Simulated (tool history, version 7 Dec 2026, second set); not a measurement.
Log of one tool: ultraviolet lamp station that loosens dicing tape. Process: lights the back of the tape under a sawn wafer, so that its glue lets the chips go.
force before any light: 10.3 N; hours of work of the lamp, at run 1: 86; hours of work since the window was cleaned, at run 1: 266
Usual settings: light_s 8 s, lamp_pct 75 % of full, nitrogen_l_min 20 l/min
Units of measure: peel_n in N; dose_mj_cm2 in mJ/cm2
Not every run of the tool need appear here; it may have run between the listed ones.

| run | day | light_s | lamp_pct | nitrogen_l_min | hours of work of the lamp | hours of work since the window was cleaned | peel_n | dose_mj_cm2 |
|---|---|---|---|---|---|---|---|---|
| 1 | 0.000 | 8 | 75 | 20 | 86 | 266 | 0.561 | 182 |
| 2 | 0.850 | 8 | 75 | 20 | 99 | 278 | 0.596 | 181 |
| 3 | 2.675 | 8 | 75 | 20 | 125 | 304 | 0.651 | 179 |
| 4 | 3.583 | 8 | 75 | 20 | 138 | 317 | 0.653 | 177 |
| 5 | 5.192 | 8 | 75 | 20 | 161 | 340 | 0.681 | 171 |
| 6 | 6.533 | 8 | 75 | 20 | 180 | 360 | 0.711 | 173 |
| 7 | 8.262 | 8 | 75 | 20 | 205 | 384 | 0.748 | 163 |
| 8 | 9.521 | 8 | 75 | 20 | 223 | 403 | 0.802 | 165 |
| 9 | 10.708 | 8 | 75 | 20 | 240 | 420 | 0.815 | 162 |
| 10 | 11.483 | 8 | 75 | 12 | 252 | 431 | 1.238 | 156 |
| 11 | 12.467 | 8 | 75 | 12 | 266 | 445 | 1.255 | 154 |
| 12 | 13.454 | 8 | 75 | 12 | 280 | 459 | 1.303 | 156 |
| 13 | 14.767 | 8 | 75 | 12 | 299 | 478 | 1.403 | 151 |
| 14 | 16.104 | 8 | 75 | 12 | 318 | 497 | 1.436 | 148 |
| 15 | 17.200 | 8 | 75 | 35 | 334 | 513 | 0.694 | 145 |
| 16 | 18.688 | 8 | 75 | 35 | 355 | 534 | 0.718 | 141 |
| 17 | 19.871 | 8 | 75 | 35 | 372 | 551 | 0.740 | 141 |
|  | 20.412 | window cleaned of glue's vapour |
| 18 | 21.383 | 8 | 75 | 35 | 394 | 14 | 0.481 | 170 |
| 19 | 22.517 | 8 | 75 | 20 | 410 | 30 | 0.771 | 164 |
| 20 | 24.338 | 8 | 75 | 8 | 436 | 56 | 1.635 | 158 |
| 21 | 25.404 | 8 | 75 | 8 | 452 | 72 | 1.689 | 155 |
| 22 | 26.358 | 8 | 81 | 21 | 465 | 85 | 0.706 | 165 |
| 23 | 27.546 | 9 | 79 | 30 | 482 | 103 | 0.458 | 181 |
| 24 | 28.538 | 9 | 79 | 30 | 497 | 117 | 0.462 | 178 |
| 25 | 29.746 | 9 | 96 | 14 | 514 | 134 | 0.546 | 214 |
| 26 | 31.467 | 9 | 95 | 26 | 539 | 159 | 0.343 | 207 |
| 27 | 32.275 | 9 | 95 | 26 | 550 | 171 | 0.356 | 203 |
| 28 | 33.825 | 4 | 77 | 22 | 573 | 193 | 3.095 | 71 |
| 29 | 35.562 | 8 | 68 | 9 | 598 | 218 | 2.269 | 125 |
| 30 | 36.717 | 8 | 68 | 9 | 614 | 235 | 2.330 | 119 |
| 31 | 37.692 | 8 | 68 | 9 | 628 | 249 | 2.404 | 123 |
| 32 | 38.567 | 8 | 89 | 37 | 641 | 261 | 0.588 | 153 |
| 33 | 39.583 | 6 | 78 | 17 | 656 | 276 | 2.155 | 100 |
| 34 | 40.646 | 6 | 62 | 9 | 671 | 291 | 3.858 | 82 |
| 35 | 42.296 | 7 | 62 | 28 | 695 | 315 | 2.112 | 84 |
| 36 | 43.550 | 16 | 73 | 9 | 713 | 333 | 0.645 | 232 |
|  | 44.446 | lamp changed |
| 37 | 44.633 | 16 | 73 | 9 | 3 | 348 | 0.217 | 361 |
| 38 | 45.658 | 8 | 94 | 20 | 17 | 363 | 0.316 | 231 |
| 39 | 46.525 | 4 | 75 | 15 | 30 | 375 | 2.698 | 89 |
| 40 | 47.629 | 4 | 75 | 15 | 46 | 391 | 2.737 | 92 |

Predict each of these 5 candidate next runs independently; none follows another, all start after run 40:
| A | 48.421 | 4 | 75 | 12 | 57 | 402 | ? | ? |
| B | 48.421 | 8 | 75 | 10 | 57 | 402 | ? | ? |
| C | 48.421 | 9 | 73 | 7 | 57 | 402 | ? | ? |
| D | 48.421 | 4 | 75 | 7 | 57 | 402 | ? | ? |
| E | 48.421 | 5 | 83 | 16 | 57 | 402 | ? | ? |

| run | peel_n | dose_mj_cm2 |
|---|---|---|
| A | 3.029 | 89 |
| B | 1.140 | 177 |
| C | 1.215 | 194 |
| D | 3.866 | 86 |
| E | 1.691 | 120 |
The same runs, with their run-to-run variation unchanged, on a tool lacking any hidden condition would have given:
| run | peel_n | dose_mj_cm2 |
|---|---|---|
| A | 2.400 | 106 |
| B | 0.764 | 212 |
| C | 0.824 | 232 |
| D | 3.193 | 104 |
| E | 1.201 | 144 |
